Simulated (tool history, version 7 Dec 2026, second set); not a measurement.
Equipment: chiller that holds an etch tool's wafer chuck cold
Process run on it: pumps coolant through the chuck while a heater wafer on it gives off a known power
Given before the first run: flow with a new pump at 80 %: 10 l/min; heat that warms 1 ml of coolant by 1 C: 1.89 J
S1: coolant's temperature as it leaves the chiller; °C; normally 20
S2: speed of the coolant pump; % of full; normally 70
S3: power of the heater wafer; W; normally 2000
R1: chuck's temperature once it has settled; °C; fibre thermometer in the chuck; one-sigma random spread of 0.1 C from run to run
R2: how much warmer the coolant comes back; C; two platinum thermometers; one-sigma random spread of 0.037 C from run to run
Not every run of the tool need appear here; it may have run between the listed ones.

{"run": 1, "hour": 0.0, "S1": 20, "S2": 70, "S3": 2000, "R1": 42.3, "R2": 7.27}
{"run": 2, "hour": 36.7, "S1": 20, "S2": 70, "S3": 2000, "R1": 42.4, "R2": 7.25}
{"run": 3, "hour": 94.2, "S1": 20, "S2": 70, "S3": 2000, "R1": 42.3, "R2": 7.28}
{"run": 4, "hour": 121.4, "S1": 12, "S2": 70, "S3": 2000, "R1": 34.5, "R2": 7.28}
{"run": 5, "hour": 150.2, "S1": 12, "S2": 70, "S3": 2000, "R1": 34.3, "R2": 7.37}
{"run": 6, "hour": 177.3, "S1": 12, "S2": 70, "S3": 2000, "R1": 34.6, "R2": 7.33}
{"run": 7, "hour": 230.3, "S1": 12, "S2": 70, "S3": 2000, "R1": 34.5, "R2": 7.32}
{"run": 8, "hour": 265.5, "S1": 12, "S2": 70, "S3": 2000, "R1": 34.8, "R2": 7.37}
{"run": 9, "hour": 291.3, "S1": 12, "S2": 70, "S3": 2000, "R1": 34.8, "R2": 7.3}
{"run": 10, "hour": 329.3, "S1": 25, "S2": 61, "S3": 1121, "R1": 38.9, "R2": 4.72}
{"run": 11, "hour": 381.6, "S1": 25, "S2": 61, "S3": 1121, "R1": 38.7, "R2": 4.74}
{"run": 12, "hour": 426.4, "S1": 25, "S2": 61, "S3": 1121, "R1": 38.9, "R2": 4.76}
{"run": 13, "hour": 453.3, "S1": 11, "S2": 78, "S3": 1009, "R1": 22.2, "R2": 3.32}

Pick out some run-to-run changes in R1. Of each, how much would a tool without hidden state show as well, from the settings, what came in and chance, and how much is left for the hidden state and any gauge scatter not in both results compared?
Hidden conditions of the tool in this case: heat passed by the chuck's channels, % of clean ones'; flow at a given pump speed, % of a new pump's; coolant's true temperature over the reading, C; drift of the gauge itself on chuck_c, C; drift of the gauge itself on warmer_back_c, C.
Run 9 -> 10: S1 12 -> 25, S2 70 -> 61, S3 2000 -> 1121. R1 +4.1 °C: hidden state -0.4, all else +4.5.
Run 12 -> 13: S1 25 -> 11, S2 61 -> 78, S3 1121 -> 1009. R1 -16.7 °C: hidden state -0.1, all else -16.6.

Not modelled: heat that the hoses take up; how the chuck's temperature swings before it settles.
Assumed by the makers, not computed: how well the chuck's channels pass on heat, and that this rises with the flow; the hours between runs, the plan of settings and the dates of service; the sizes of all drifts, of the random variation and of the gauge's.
